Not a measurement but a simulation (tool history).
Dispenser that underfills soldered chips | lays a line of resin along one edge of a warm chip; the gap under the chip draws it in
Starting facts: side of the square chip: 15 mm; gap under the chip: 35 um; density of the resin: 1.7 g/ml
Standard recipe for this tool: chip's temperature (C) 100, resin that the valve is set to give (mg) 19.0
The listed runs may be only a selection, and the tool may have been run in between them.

run,hour,chip's temperature (C),resin that the valve is set to give (mg),time until the resin shows at the far edge (s),resin that the valve gave (mg)
1,0.0,100,19.0,590.4,18.52
2,4.9,100,21.0,646.4,20.45
3,8.1,100,21.0,702.5,20.43
# hour 13.1: new syringe of resin
4,13.9,100,21.0,510.4,20.42
5,20.8,100,21.0,598.2,20.36
6,26.2,100,21.0,658.0,20.32
# hour 28.4: dispensing valve cleaned and set on the balance
7,31.6,100,19.0,763.1,18.98
# hour 34.3: new syringe of resin
8,38.2,100,19.0,564.9,18.97
9,42.2,100,19.0,620.1,18.92
10,48.0,100,19.3,711.6,19.18
# hour 54.4: new syringe of resin
11,54.8,100,19.3,502.4,19.15
12,60.3,100,19.3,570.5,19.03
13,65.1,108,19.3,498.4,19.05

Predict the results of run 14:
14,71.9,108,19.3,?,?

Logged for run 14: time until the resin shows at the far edge (s) 577.9, resin that the valve gave (mg) 19.04.
Had the tool carried no hidden state, the very same run would have given time until the resin shows at the far edge (s) 394.4, resin that the valve gave (mg) 19.33.
